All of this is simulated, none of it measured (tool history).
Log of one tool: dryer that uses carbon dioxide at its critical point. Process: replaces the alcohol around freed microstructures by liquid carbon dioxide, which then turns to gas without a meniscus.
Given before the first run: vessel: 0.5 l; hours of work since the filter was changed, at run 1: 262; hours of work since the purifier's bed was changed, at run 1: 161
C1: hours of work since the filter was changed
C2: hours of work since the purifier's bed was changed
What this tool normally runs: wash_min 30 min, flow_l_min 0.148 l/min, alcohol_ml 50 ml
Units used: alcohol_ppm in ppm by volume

run 1 day=0 | wash_min=30 flow_l_min=0.148 alcohol_ml=50 | C1=262 C2=161 | alcohol_ppm=311
run 2 day=0.833 | wash_min=30 flow_l_min=0.148 alcohol_ml=69 | C1=270 C2=169 | alcohol_ppm=421
run 3 day=1.542 | wash_min=30 flow_l_min=0.148 alcohol_ml=69 | C1=277 C2=175 | alcohol_ppm=438
run 4 day=2.017 | wash_min=30 flow_l_min=0.148 alcohol_ml=69 | C1=281 C2=180 | alcohol_ppm=440
run 5 day=2.475 | wash_min=30 flow_l_min=0.148 alcohol_ml=69 | C1=286 C2=184 | alcohol_ppm=445
run 6 day=3.046 | wash_min=30 flow_l_min=0.148 alcohol_ml=69 | C1=291 C2=190 | alcohol_ppm=445
run 7 day=3.604 | wash_min=20 flow_l_min=0.148 alcohol_ml=69 | C1=297 C2=195 | alcohol_ppm=3005
run 8 day=4.217 | wash_min=30 flow_l_min=0.148 alcohol_ml=50 | C1=302 C2=201 | alcohol_ppm=356
run 9 day=4.758 | wash_min=30 flow_l_min=0.148 alcohol_ml=50 | C1=308 C2=206 | alcohol_ppm=357
run 10 day=5.388 | wash_min=30 flow_l_min=0.148 alcohol_ml=50 | C1=314 C2=212 | alcohol_ppm=362
run 11 day=5.846 | wash_min=30 flow_l_min=0.148 alcohol_ml=50 | C1=318 C2=216 | alcohol_ppm=366
run 12 day=6.654 | wash_min=30 flow_l_min=0.148 alcohol_ml=50 | C1=326 C2=224 | alcohol_ppm=381
run 13 day=7.362 | wash_min=44 flow_l_min=0.089 alcohol_ml=26 | C1=332 C2=231 | alcohol_ppm=429
run 14 day=8.238 | wash_min=21 flow_l_min=0.089 alcohol_ml=36 | C1=341 C2=239 | alcohol_ppm=6992
run 15 day=8.696 | wash_min=21 flow_l_min=0.089 alcohol_ml=36 | C1=345 C2=244 | alcohol_ppm=7075
run 16 day=9.579 | wash_min=22 flow_l_min=0.089 alcohol_ml=23 | C1=354 C2=252 | alcohol_ppm=4061
run 17 day=10.15 | wash_min=30 flow_l_min=0.176 alcohol_ml=50 | C1=359 C2=258 | alcohol_ppm=162
-- day=10.629 inlet filter changed
run 18 day=10.879 | wash_min=30 flow_l_min=0.176 alcohol_ml=50 | C1=2 C2=264 | alcohol_ppm=63
run 19 day=11.308 | wash_min=19 flow_l_min=0.132 alcohol_ml=39 | C1=7 C2=268 | alcohol_ppm=1867
run 20 day=12.067 | wash_min=19 flow_l_min=0.188 alcohol_ml=33 | C1=14 C2=276 | alcohol_ppm=345
run 21 day=12.621 | wash_min=19 flow_l_min=0.188 alcohol_ml=33 | C1=19 C2=281 | alcohol_ppm=352
run 22 day=13.258 | wash_min=32 flow_l_min=0.093 alcohol_ml=23 | C1=25 C2=287 | alcohol_ppm=636
run 23 day=14.033 | wash_min=32 flow_l_min=0.093 alcohol_ml=23 | C1=33 C2=294 | alcohol_ppm=650
run 24 day=14.629 | wash_min=18 flow_l_min=0.127 alcohol_ml=31 | C1=38 C2=300 | alcohol_ppm=2199

Alternative continuations, all from the tool just after run 24; predict every row:
run A day=15.492 | wash_min=29 flow_l_min=0.148 alcohol_ml=50 | C1=47 C2=308 | alcohol_ppm=?
run B day=15.492 | wash_min=30 flow_l_min=0.093 alcohol_ml=50 | C1=47 C2=308 | alcohol_ppm=?
run C day=15.492 | wash_min=18 flow_l_min=0.135 alcohol_ml=31 | C1=47 C2=308 | alcohol_ppm=?
run D day=15.492 | wash_min=29 flow_l_min=0.127 alcohol_ml=43 | C1=47 C2=308 | alcohol_ppm=?

run=A alcohol_ppm=225
run=B alcohol_ppm=1856
run=C alcohol_ppm=1817
run=D alcohol_ppm=440
With the hidden condition removed and each run's random variation left untouched, the same runs would have given:
run=A alcohol_ppm=168
run=B alcohol_ppm=1660
run=C alcohol_ppm=1644
run=D alcohol_ppm=361
